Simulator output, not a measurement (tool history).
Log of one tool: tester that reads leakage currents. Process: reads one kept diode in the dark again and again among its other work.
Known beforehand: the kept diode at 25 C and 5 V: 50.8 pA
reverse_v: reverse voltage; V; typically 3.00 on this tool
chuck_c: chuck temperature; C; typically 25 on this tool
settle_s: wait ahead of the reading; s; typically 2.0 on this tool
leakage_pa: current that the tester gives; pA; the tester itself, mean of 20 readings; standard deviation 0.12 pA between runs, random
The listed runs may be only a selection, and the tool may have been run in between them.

run    hour  reverse_v  chuck_c  settle_s  leakage_pa
  1     0.0       3.00       25       2.0       41.36
       41.0  -- probe card cleaned and baked
  2    89.3       3.00       25       2.0       35.18
  3   186.8       3.00       25       2.0       35.40
  4   273.7       3.00       25       2.0       35.41
  5   404.8       3.00       25       2.0       35.49
  6   492.4       3.00       25       2.0       35.47
  7   595.8       3.00       25       2.0       35.53
  8   753.1       3.00       25       2.0       35.52
  9   854.4       3.00       25       2.0       35.42
 10   992.2       3.00       25       2.0       35.65
 11  1104.9       2.00       25       2.0       27.85
 12  1232.5       9.00       46       2.9      330.76
 13  1318.4       9.00       46       2.9      329.96

What does the tool deliver on the next run?
 14  1420.9       9.84       46       2.9           ?

For run 14 the tool returned leakage_pa 348.13 pA.
With no hidden state in the tool, this same run would have given leakage_pa 376.98 pA.
